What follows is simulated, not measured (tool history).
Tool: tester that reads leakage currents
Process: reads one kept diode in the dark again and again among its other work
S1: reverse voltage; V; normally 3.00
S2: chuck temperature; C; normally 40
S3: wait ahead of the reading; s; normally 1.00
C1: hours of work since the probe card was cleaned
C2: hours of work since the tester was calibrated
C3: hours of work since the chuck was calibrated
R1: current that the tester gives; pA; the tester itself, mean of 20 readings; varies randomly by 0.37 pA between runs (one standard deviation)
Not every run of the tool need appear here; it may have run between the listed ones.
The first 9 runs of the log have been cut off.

run,hour,S1,S2,S3,C1,C2,C3,R1
10,188.1,16.95,40,1.00,1552,271,1458,217.13
11,201.5,3.51,40,1.00,1561,279,1466,127.09
12,214.4,3.00,40,1.00,1568,287,1473,120.71
13,234.1,3.00,40,1.00,1580,299,1485,121.20
14,258.2,3.00,40,1.00,1595,313,1500,120.49
15,286.3,3.00,40,1.00,1612,330,1517,120.82
16,304.9,1.42,40,1.00,1623,341,1528,93.76
17,318.2,1.42,40,1.00,1631,350,1536,93.81
18,338.1,12.48,40,1.00,1643,362,1548,196.68
19,357.2,8.31,40,2.62,1655,373,1560,168.58
20,384.5,2.71,33,2.41,1671,390,1577,72.77
21,406.6,3.00,47,0.82,1685,403,1590,188.23
22,436.5,3.00,47,0.82,1703,421,1608,188.34
23,449.1,15.41,43,0.38,1711,429,1616,261.83
24,461.8,1.57,20,0.72,1718,437,1624,24.58
25,490.9,3.00,26,1.03,1736,454,1641,46.99
26,506.8,3.00,26,1.03,1746,464,1651,46.83
27,530.5,1.38,22,2.26,1760,478,1665,26.86
28,557.5,17.11,22,4.38,1776,495,1682,62.42
29,576.0,3.00,40,0.33,1788,506,1693,122.13

Estimate the outcome of run 30 from the log above:
30,604.1,3.00,40,0.34,1805,523,1710,?

R1: 122.48 pA
Had the tool carried no hidden state, the very same run would have given R1 122.53 pA.
